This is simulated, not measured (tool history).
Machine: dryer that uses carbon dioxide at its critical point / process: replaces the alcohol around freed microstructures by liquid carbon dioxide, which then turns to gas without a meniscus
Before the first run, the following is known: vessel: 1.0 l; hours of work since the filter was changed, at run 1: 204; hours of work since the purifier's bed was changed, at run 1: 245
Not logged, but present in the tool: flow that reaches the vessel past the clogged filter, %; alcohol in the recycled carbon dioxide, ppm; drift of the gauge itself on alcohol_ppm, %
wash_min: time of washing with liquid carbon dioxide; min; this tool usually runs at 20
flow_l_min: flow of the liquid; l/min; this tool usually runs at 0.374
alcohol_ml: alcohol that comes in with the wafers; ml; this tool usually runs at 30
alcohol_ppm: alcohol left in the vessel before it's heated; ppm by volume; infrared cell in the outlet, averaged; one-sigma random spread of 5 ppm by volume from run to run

| run | hour | wash_min | flow_l_min | alcohol_ml | hours of work since the filter was changed | hours of work since the purifier's bed was changed | alcohol_ppm |
|---|---|---|---|---|---|---|---|
| 1 | 0 | 20 | 0.374 | 30 | 204 | 245 | 91 |
| 2 | 9.1 | 20 | 0.374 | 67 | 210 | 251 | 149 |
| 3 | 16.9 | 20 | 0.374 | 67 | 215 | 257 | 141 |
| 4 | 29.6 | 30 | 0.374 | 30 | 224 | 265 | 55 |
| 5 | 39.1 | 30 | 0.374 | 30 | 230 | 272 | 52 |
| 6 | 51.8 | 20 | 0.374 | 30 | 239 | 280 | 93 |
| 7 | 62 | 20 | 0.374 | 85 | 246 | 287 | 186 |
| 8 | 69.3 | 20 | 0.374 | 85 | 251 | 292 | 199 |
| 9 | 78.2 | 20 | 0.374 | 30 | 257 | 298 | 106 |
|  | 87.8 | inlet filter changed |
| 10 | 91.6 | 20 | 0.374 | 30 | 3 | 306 | 78 |
| 11 | 98.1 | 20 | 0.374 | 30 | 7 | 311 | 80 |
| 12 | 106.5 | 20 | 0.374 | 30 | 13 | 317 | 77 |
| 13 | 113.5 | 20 | 0.374 | 30 | 17 | 321 | 77 |
| 14 | 122.9 | 23 | 0.374 | 30 | 24 | 328 | 66 |
| 15 | 130.6 | 23 | 0.374 | 30 | 29 | 333 | 73 |
| 16 | 138.6 | 20 | 0.374 | 30 | 34 | 338 | 94 |
| 17 | 145.3 | 20 | 0.374 | 30 | 39 | 343 | 87 |
| 18 | 153.7 | 20 | 0.374 | 30 | 45 | 349 | 79 |
| 19 | 161.7 | 20 | 0.374 | 30 | 50 | 354 | 93 |
| 20 | 173.2 | 20 | 0.374 | 30 | 58 | 362 | 90 |
| 21 | 178.9 | 20 | 0.374 | 30 | 62 | 366 | 89 |
| 22 | 191.4 | 20 | 0.374 | 30 | 70 | 374 | 97 |
| 23 | 199.3 | 14 | 0.374 | 30 | 76 | 379 | 285 |
| 24 | 209.4 | 26 | 0.479 | 29 | 82 | 386 | 71 |
| 25 | 220.9 | 28 | 0.284 | 51 | 90 | 394 | 112 |
| 26 | 226.9 | 19 | 0.374 | 30 | 94 | 398 | 114 |
| 27 | 240.4 | 13 | 0.365 | 107 | 103 | 407 | 1403 |
| 28 | 249.3 | 20 | 0.374 | 39 | 109 | 413 | 109 |
| 29 | 260.5 | 20 | 0.374 | 39 | 117 | 421 | 123 |
| 30 | 268.3 | 19 | 0.374 | 39 | 122 | 426 | 130 |
| 31 | 279.9 | 13 | 0.264 | 61 | 130 | 434 | 3061 |
| 32 | 288.4 | 19 | 0.418 | 30 | 136 | 440 | 98 |
| 33 | 295.5 | 24 | 0.418 | 20 | 141 | 445 | 88 |
| 34 | 306.4 | 18 | 0.423 | 79 | 148 | 452 | 159 |
| 35 | 316.2 | 18 | 0.423 | 79 | 155 | 459 | 158 |
| 36 | 326.1 | 30 | 0.429 | 22 | 161 | 465 | 78 |
| 37 | 335.9 | 13 | 0.429 | 48 | 168 | 472 | 397 |
| 38 | 342.1 | 13 | 0.429 | 48 | 172 | 476 | 380 |
| 39 | 351.9 | 13 | 0.429 | 48 | 179 | 483 | 407 |
| 40 | 363.3 | 20 | 0.374 | 21 | 187 | 491 | 126 |
| 41 | 374.7 | 14 | 0.374 | 32 | 194 | 498 | 403 |
| 42 | 381.2 | 20 | 0.229 | 66 | 199 | 503 | 1460 |
| 43 | 391.6 | 27 | 0.231 | 30 | 206 | 510 | 236 |
| 44 | 405.4 | 29 | 0.497 | 107 | 215 | 519 | 97 |
| 45 | 411.4 | 16 | 0.587 | 30 | 219 | 523 | 94 |
| 46 | 419.8 | 26 | 0.276 | 63 | 225 | 529 | 241 |

Consider 5 possible next runs. They are alternatives, not a sequence: every one starts from the tool as it was left by run 46. What does each give?
| A | 433.4 | 22 | 0.276 | 63 | 234 | 538 | ? |
| B | 433.4 | 25 | 0.276 | 63 | 234 | 538 | ? |
| C | 433.4 | 26 | 0.23 | 63 | 234 | 538 | ? |
| D | 433.4 | 17 | 0.512 | 31 | 234 | 538 | ? |
| E | 433.4 | 19 | 0.441 | 61 | 234 | 538 | ? |

| run | alcohol_ppm |
|---|---|
| A | 488 |
| B | 282 |
| C | 534 |
| D | 113 |
| E | 136 |
With the hidden condition removed and each run's random variation left untouched, the same runs would have given:
| run | alcohol_ppm |
|---|---|
| A | 216 |
| B | 95 |
| C | 239 |
| D | 12 |
| E | 22 |
